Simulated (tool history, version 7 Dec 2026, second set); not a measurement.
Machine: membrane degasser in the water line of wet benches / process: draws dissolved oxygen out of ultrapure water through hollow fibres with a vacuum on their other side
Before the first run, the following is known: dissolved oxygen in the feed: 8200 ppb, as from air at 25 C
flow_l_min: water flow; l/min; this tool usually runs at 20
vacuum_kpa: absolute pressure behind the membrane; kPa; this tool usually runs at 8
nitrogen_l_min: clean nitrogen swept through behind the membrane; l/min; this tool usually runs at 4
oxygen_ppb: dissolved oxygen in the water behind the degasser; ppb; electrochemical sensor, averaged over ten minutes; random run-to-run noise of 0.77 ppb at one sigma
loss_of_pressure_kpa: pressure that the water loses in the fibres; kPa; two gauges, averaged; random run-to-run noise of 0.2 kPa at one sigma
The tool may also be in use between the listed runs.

Run 1, hour 0: usual settings. Result: oxygen_ppb 80.7 ppb, loss_of_pressure_kpa 63.03 kPa.
Run 2, hour 100.3: usual settings. Result: oxygen_ppb 81.2 ppb, loss_of_pressure_kpa 62.73 kPa.
Run 3, hour 220.9: usual settings but nitrogen_l_min 2.52 l/min. Result: oxygen_ppb 112.4 ppb, loss_of_pressure_kpa 62.74 kPa.
Run 4, hour 314.1: usual settings but flow_l_min 24 l/min. Result: oxygen_ppb 110.7 ppb, loss_of_pressure_kpa 74.88 kPa.
At hour 373: vacuum gauge calibrated.
Run 5, hour 413.6: usual settings but flow_l_min 24 l/min. Result: oxygen_ppb 110.7 ppb, loss_of_pressure_kpa 75.61 kPa.
Run 6, hour 500.6: usual settings but flow_l_min 24 l/min. Result: oxygen_ppb 109 ppb, loss_of_pressure_kpa 75.57 kPa.
Run 7, hour 594: usual settings but nitrogen_l_min 9.26 l/min. Result: oxygen_ppb 48 ppb, loss_of_pressure_kpa 62.77 kPa.
Run 8, hour 695.1: usual settings but nitrogen_l_min 9.26 l/min. Result: oxygen_ppb 49.2 ppb, loss_of_pressure_kpa 62.91 kPa.
Run 9, hour 797.3: usual settings but nitrogen_l_min 3.85 l/min. Result: oxygen_ppb 83.1 ppb, loss_of_pressure_kpa 62.73 kPa.
Run 10, hour 883.4: usual settings but nitrogen_l_min 3.85 l/min. Result: oxygen_ppb 83.6 ppb, loss_of_pressure_kpa 62.54 kPa.
Run 11, hour 1002: usual settings but flow_l_min 22 l/min, vacuum_kpa 15.72 kPa, nitrogen_l_min 1.73 l/min. Result: oxygen_ppb 382.5 ppb, loss_of_pressure_kpa 68.89 kPa.
Run 12, hour 1094.3: usual settings but flow_l_min 22 l/min, vacuum_kpa 15.72 kPa, nitrogen_l_min 1.73 l/min. Result: oxygen_ppb 389.1 ppb, loss_of_pressure_kpa 68.54 kPa.
Run 13, hour 1220: usual settings but flow_l_min 22 l/min, vacuum_kpa 15.72 kPa, nitrogen_l_min 1.73 l/min. Result: oxygen_ppb 386.5 ppb, loss_of_pressure_kpa 69.05 kPa.
Run 14, hour 1302.1: usual settings but flow_l_min 22 l/min, vacuum_kpa 15.72 kPa, nitrogen_l_min 1.73 l/min. Result: oxygen_ppb 383.8 ppb, loss_of_pressure_kpa 68.76 kPa.
Run 15, hour 1391.4: usual settings but flow_l_min 17 l/min, vacuum_kpa 5.62 kPa. Result: oxygen_ppb 37.3 ppb, loss_of_pressure_kpa 52.81 kPa.
Run 16, hour 1464.9: usual settings but flow_l_min 17 l/min, vacuum_kpa 15.31 kPa, nitrogen_l_min 2.13 l/min. Result: oxygen_ppb 238 ppb, loss_of_pressure_kpa 53.04 kPa.

The next listed run, before its measurement:
Run 17, hour 1582.9: usual settings but flow_l_min 21 l/min, vacuum_kpa 8.19 kPa, nitrogen_l_min 5.47 l/min. Result: oxygen_ppb ?, loss_of_pressure_kpa ?.

oxygen_ppb: 73.5 ppb
loss_of_pressure_kpa: 65.74 kPa
With no hidden state in the tool, this same run would have given oxygen_ppb 73.4 ppb, loss_of_pressure_kpa 66.54 kPa.
